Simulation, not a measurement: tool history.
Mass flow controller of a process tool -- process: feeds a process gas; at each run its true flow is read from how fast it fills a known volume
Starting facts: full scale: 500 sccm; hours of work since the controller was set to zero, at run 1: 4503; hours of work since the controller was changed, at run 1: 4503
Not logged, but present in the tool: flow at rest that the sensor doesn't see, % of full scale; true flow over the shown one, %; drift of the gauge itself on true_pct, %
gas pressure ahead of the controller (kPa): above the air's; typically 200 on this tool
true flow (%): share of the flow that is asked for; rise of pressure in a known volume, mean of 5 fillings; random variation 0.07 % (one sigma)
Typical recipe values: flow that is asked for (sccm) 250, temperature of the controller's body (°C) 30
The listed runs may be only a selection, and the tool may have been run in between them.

run      day  flow that is asked for (sccm)  gas pressure ahead of the controller (kPa)  temperature of the controller's body (°C)  hours of work since the controller was set to zero  hours of work since the controller was changed  true flow (%)
  1        0                            250                                         200                                         30                                                4503                                            4503          99.14
  2   13.362                            250                                         200                                         30                                                4622                                            4622          99.21
  3   22.771                            250                                         200                                         40                                                4706                                            4706          99.77
  4   37.267                            250                                         200                                         40                                                4835                                            4835          99.73
  5   52.017                            250                                         200                                         25                                                4967                                            4967          98.95
  6   62.846                            250                                         200                                         25                                                5063                                            5063           98.9
      73.796  -- controller's zero set anew
  7   78.633                            250                                         200                                         25                                                  43                                            5204          98.63
  8   96.842                            250                                         200                                         25                                                 205                                            5366          98.58
  9    111.2                            364                                         200                                         30                                                 333                                            5494         100.18
 10  124.262                            250                                         172                                         30                                                 450                                            5610          99.34
 11  142.679                            250                                         172                                         30                                                 614                                            5774          99.08
      151.65  -- controller's zero set anew, once more
 12  161.362                            158                                         200                                         29                                                  87                                            5941          99.79
 13  172.662                            314                                         280                                         40                                                 187                                            6042         101.26
 14  186.929                            314                                         280                                         30                                                 314                                            6169         100.62
 15  203.479                            314                                         280                                         30                                                 462                                            6316         100.56
 16  216.612                            143                                         195                                         36                                                 579                                            6433         100.16
 17  233.621                             75                                         270                                         34                                                 731                                            6585          98.76
 18  242.933                            250                                         200                                         26                                                 814                                            6668         100.26

Below are 3 alternative next runs, each starting from the tool's condition after run 18. Predict each:
  A  258.283                            134                                         197                                         30                                                 950                                            6805              ?
  B  258.283                             63                                         166                                         25                                                 950                                            6805              ?
  C  258.283                            181                                         271                                         22                                                 950                                            6805              ?

run  true flow (%)
  A          99.53
  B          98.36
  C          99.17
Stripped of hidden state, with their random variation kept, the same runs would have yielded:
run  true flow (%)
  A           97.8
  B          97.23
  C           97.3

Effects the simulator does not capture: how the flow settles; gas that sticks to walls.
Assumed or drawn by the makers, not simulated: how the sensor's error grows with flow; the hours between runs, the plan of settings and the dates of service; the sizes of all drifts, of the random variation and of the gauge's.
